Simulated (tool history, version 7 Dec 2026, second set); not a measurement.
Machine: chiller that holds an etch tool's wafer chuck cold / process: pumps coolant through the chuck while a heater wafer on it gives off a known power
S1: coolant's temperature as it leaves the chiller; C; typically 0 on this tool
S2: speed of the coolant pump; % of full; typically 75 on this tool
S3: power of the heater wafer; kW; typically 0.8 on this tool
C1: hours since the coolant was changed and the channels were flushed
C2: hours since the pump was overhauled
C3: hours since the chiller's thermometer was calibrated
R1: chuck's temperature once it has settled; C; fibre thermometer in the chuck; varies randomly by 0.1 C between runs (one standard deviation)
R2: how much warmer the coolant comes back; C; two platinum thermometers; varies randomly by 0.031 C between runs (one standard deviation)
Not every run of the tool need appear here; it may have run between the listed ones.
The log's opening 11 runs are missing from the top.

run 12 day=40.542 | S1=0 S2=75 S3=0.405 | C1=569 C2=6057 C3=1086 | R1=3.5 R2=1.35
run 13 day=43.55 | S1=0 S2=75 S3=0.405 | C1=641 C2=6129 C3=1158 | R1=3.8 R2=1.38
run 14 day=46.254 | S1=0 S2=75 S3=0.405 | C1=706 C2=6194 C3=1223 | R1=3.5 R2=1.4
run 15 day=50.383 | S1=0 S2=75 S3=0.8 | C1=805 C2=6293 C3=1322 | R1=7 R2=2.78
run 16 day=55.888 | S1=0 S2=75 S3=0.8 | C1=938 C2=6425 C3=1454 | R1=7.1 R2=2.72
run 17 day=58.267 | S1=0 S2=75 S3=0.8 | C1=995 C2=6482 C3=1511 | R1=7.2 R2=2.78
run 18 day=61.958 | S1=0 S2=75 S3=0.8 | C1=1083 C2=6571 C3=1600 | R1=7 R2=2.78
run 19 day=66.05 | S1=6 S2=82 S3=0.606 | C1=1181 C2=6669 C3=1698 | R1=10.9 R2=1.86
run 20 day=68.488 | S1=0 S2=64 S3=0.762 | C1=1240 C2=6728 C3=1756 | R1=7.8 R2=3.14
run 21 day=72.646 | S1=0 S2=93 S3=0.63 | C1=1340 C2=6828 C3=1856 | R1=4.7 R2=1.66
run 22 day=77.704 | S1=-9 S2=82 S3=0.749 | C1=1461 C2=6949 C3=1978 | R1=-3 R2=2.33
run 23 day=80.183 | S1=-9 S2=82 S3=0.749 | C1=1521 C2=7008 C3=2037 | R1=-2.8 R2=2.36
run 24 day=83.183 | S1=-9 S2=82 S3=0.749 | C1=1593 C2=7080 C3=2109 | R1=-2.8 R2=2.34
run 25 day=85.775 | S1=-9 S2=82 S3=0.749 | C1=1655 C2=7143 C3=2171 | R1=-2.8 R2=2.41
run 26 day=90.867 | S1=0 S2=64 S3=0.798 | C1=1777 C2=7265 C3=2293 | R1=8.4 R2=3.28
run 27 day=95.288 | S1=0 S2=93 S3=0.59 | C1=1883 C2=7371 C3=2400 | R1=4.5 R2=1.61
run 28 day=100.4 | S1=7 S2=75 S3=0.517 | C1=2006 C2=7494 C3=2522 | R1=11.6 R2=1.79
run 29 day=104.454 | S1=6 S2=75 S3=0.458 | C1=2103 C2=7591 C3=2620 | R1=10.1 R2=1.6
run 30 day=107.771 | S1=0 S2=75 S3=0.404 | C1=2183 C2=7671 C3=2699 | R1=3.6 R2=1.45
run 31 day=112.242 | S1=9 S2=68 S3=0.404 | C1=2290 C2=7778 C3=2806 | R1=12.9 R2=1.58
run 32 day=116.288 | S1=9 S2=68 S3=0.404 | C1=2387 C2=7875 C3=2904 | R1=12.7 R2=1.61

Here are 3 independent what-if runs from the current tool condition. What would each one return?
run A day=120.308 | S1=9 S2=86 S3=0.8 | C1=2484 C2=7971 C3=3000 | R1=? R2=?
run B day=120.308 | S1=9 S2=89 S3=0.404 | C1=2484 C2=7971 C3=3000 | R1=? R2=?
run C day=120.308 | S1=-4 S2=70 S3=0.8 | C1=2484 C2=7971 C3=3000 | R1=? R2=?

run=A R1=15.3 R2=2.37
run=B R1=11.9 R2=1.12
run=C R1=3.9 R2=3.04
The same runs, with their run-to-run variation unchanged, on a tool lacking any hidden condition would have given:
run=A R1=14.7 R2=2.16
run=B R1=11.7 R2=1.01
run=C R1=3.1 R2=2.77
